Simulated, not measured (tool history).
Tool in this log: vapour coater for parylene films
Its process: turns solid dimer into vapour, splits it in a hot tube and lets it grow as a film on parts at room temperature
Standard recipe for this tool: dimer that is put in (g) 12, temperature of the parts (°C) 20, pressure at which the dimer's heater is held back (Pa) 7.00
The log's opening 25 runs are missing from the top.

| run | hour | dimer that is put in (g) | temperature of the parts (°C) | pressure at which the dimer's heater is held back (Pa) | thickness of the film (nm) |
|---|---|---|---|---|---|
| 26 | 655.0 | 10 | 16 | 11.13 | 5100 |
| 27 | 682.7 | 12 | 20 | 5.95 | 5920 |
| 28 | 699.0 | 12 | 20 | 5.95 | 5850 |
|  | 702.2 | table's thermometer calibrated |
| 29 | 726.2 | 12 | 20 | 5.95 | 5720 |
| 30 | 744.5 | 12 | 20 | 5.95 | 5650 |
| 31 | 764.5 | 8 | 25 | 7.00 | 2920 |
| 32 | 796.0 | 8 | 18 | 2.14 | 5110 |
|  | 816.6 | table's thermometer calibrated, once more |
| 33 | 821.5 | 12 | 24 | 2.67 | 6030 |
| 34 | 845.9 | 7 | 30 | 9.31 | 2040 |
| 35 | 879.5 | 12 | 16 | 10.09 | 6130 |
| 36 | 908.8 | 15 | 32 | 7.00 | 4240 |
| 37 | 929.9 | 22 | 16 | 8.10 | 11900 |
| 38 | 960.7 | 22 | 16 | 8.10 | 11990 |
| 39 | 989.6 | 11 | 19 | 5.38 | 5650 |
| 40 | 1021.1 | 22 | 27 | 7.99 | 7340 |
| 41 | 1035.9 | 22 | 27 | 7.99 | 7280 |
| 42 | 1059.9 | 22 | 27 | 7.99 | 7350 |
| 43 | 1084.6 | 11 | 14 | 5.67 | 6840 |
| 44 | 1108.2 | 12 | 20 | 4.34 | 6120 |
| 45 | 1136.5 | 12 | 13 | 6.88 | 7490 |
| 46 | 1169.7 | 10 | 24 | 2.41 | 4870 |

Forecast each of these 5 alternatives for the next run:
| A | 1187.4 | 12 | 31 | 7.00 | ? |
| B | 1187.4 | 12 | 20 | 7.66 | ? |
| C | 1187.4 | 16 | 31 | 7.00 | ? |
| D | 1187.4 | 15 | 21 | 2.41 | ? |
| E | 1187.4 | 10 | 13 | 2.41 | ? |

| run | thickness of the film (nm) |
|---|---|
| A | 3370 |
| B | 5380 |
| C | 4600 |
| D | 8290 |
| E | 7730 |
Stripped of hidden state, with their random variation kept, the same runs would have yielded:
| run | thickness of the film (nm) |
|---|---|
| A | 3740 |
| B | 5970 |
| C | 5100 |
| D | 9200 |
| E | 8570 |
